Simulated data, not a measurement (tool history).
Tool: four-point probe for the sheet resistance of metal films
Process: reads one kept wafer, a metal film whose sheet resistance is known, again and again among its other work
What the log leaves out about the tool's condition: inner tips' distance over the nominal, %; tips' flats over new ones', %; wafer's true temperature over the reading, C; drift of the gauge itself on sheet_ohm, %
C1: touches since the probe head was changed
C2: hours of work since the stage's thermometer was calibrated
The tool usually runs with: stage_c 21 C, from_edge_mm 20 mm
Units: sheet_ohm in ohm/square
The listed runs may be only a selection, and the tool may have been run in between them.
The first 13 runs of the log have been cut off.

run 14 hour=872.3 | stage_c=25 from_edge_mm=20 | C1=81693 C2=1008 | sheet_ohm=1.824355
run 15 hour=942.6 | stage_c=25 from_edge_mm=47 | C1=85397 C2=1061 | sheet_ohm=1.823661
run 16 hour=998.1 | stage_c=25 from_edge_mm=47 | C1=88318 C2=1103 | sheet_ohm=1.824306
run 17 hour=1057.9 | stage_c=25 from_edge_mm=47 | C1=91467 C2=1149 | sheet_ohm=1.824531
run 18 hour=1125.9 | stage_c=25 from_edge_mm=47 | C1=95045 C2=1200 | sheet_ohm=1.825046
run 19 hour=1181.1 | stage_c=21 from_edge_mm=12 | C1=97951 C2=1242 | sheet_ohm=1.825598
run 20 hour=1234.0 | stage_c=22 from_edge_mm=12 | C1=100737 C2=1282 | sheet_ohm=1.825669
run 21 hour=1279.6 | stage_c=22 from_edge_mm=12 | C1=103135 C2=1317 | sheet_ohm=1.826658
run 22 hour=1349.0 | stage_c=19 from_edge_mm=13 | C1=106789 C2=1369 | sheet_ohm=1.824679
run 23 hour=1400.9 | stage_c=23 from_edge_mm=13 | C1=109519 C2=1409 | sheet_ohm=1.827718
run 24 hour=1470.3 | stage_c=25 from_edge_mm=71 | C1=113174 C2=1461 | sheet_ohm=1.827064
run 25 hour=1517.4 | stage_c=25 from_edge_mm=71 | C1=115655 C2=1497 | sheet_ohm=1.827453
run 26 hour=1567.8 | stage_c=25 from_edge_mm=71 | C1=118308 C2=1535 | sheet_ohm=1.828334
run 27 hour=1609.4 | stage_c=19 from_edge_mm=11 | C1=120496 C2=1567 | sheet_ohm=1.827751
run 28 hour=1684.7 | stage_c=35 from_edge_mm=11 | C1=124463 C2=1624 | sheet_ohm=1.834723
run 29 hour=1724.0 | stage_c=24 from_edge_mm=9 | C1=126534 C2=1654 | sheet_ohm=1.831270
run 30 hour=1805.1 | stage_c=26 from_edge_mm=13 | C1=130803 C2=1715 | sheet_ohm=1.831051
run 31 hour=1855.9 | stage_c=19 from_edge_mm=40 | C1=133475 C2=1754 | sheet_ohm=1.827156
run 32 hour=1915.0 | stage_c=24 from_edge_mm=4 | C1=136589 C2=1798 | sheet_ohm=1.844835
run 33 hour=1991.6 | stage_c=24 from_edge_mm=4 | C1=140619 C2=1856 | sheet_ohm=1.845174
run 34 hour=2068.7 | stage_c=32 from_edge_mm=21 | C1=144678 C2=1915 | sheet_ohm=1.834531
run 35 hour=2141.5 | stage_c=32 from_edge_mm=21 | C1=148512 C2=1970 | sheet_ohm=1.835619
run 36 hour=2208.7 | stage_c=32 from_edge_mm=21 | C1=152052 C2=2021 | sheet_ohm=1.835610
run 37 hour=2259.4 | stage_c=21 from_edge_mm=34 | C1=154717 C2=2059 | sheet_ohm=1.830673
run 38 hour=2330.0 | stage_c=21 from_edge_mm=34 | C1=158436 C2=2113 | sheet_ohm=1.831541

Alternative continuations, all from the tool just after run 38; predict every row:
run A hour=2370.1 | stage_c=22 from_edge_mm=34 | C1=160548 C2=2143 | sheet_ohm=?
run B hour=2370.1 | stage_c=29 from_edge_mm=9 | C1=160548 C2=2143 | sheet_ohm=?
run C hour=2370.1 | stage_c=29 from_edge_mm=68 | C1=160548 C2=2143 | sheet_ohm=?

run=A sheet_ohm=1.832865
run=B sheet_ohm=1.837284
run=C sheet_ohm=1.834731
With the hidden condition removed and each run's random variation left untouched, the same runs would have given:
run=A sheet_ohm=1.802966
run=B sheet_ohm=1.807387
run=C sheet_ohm=1.804871
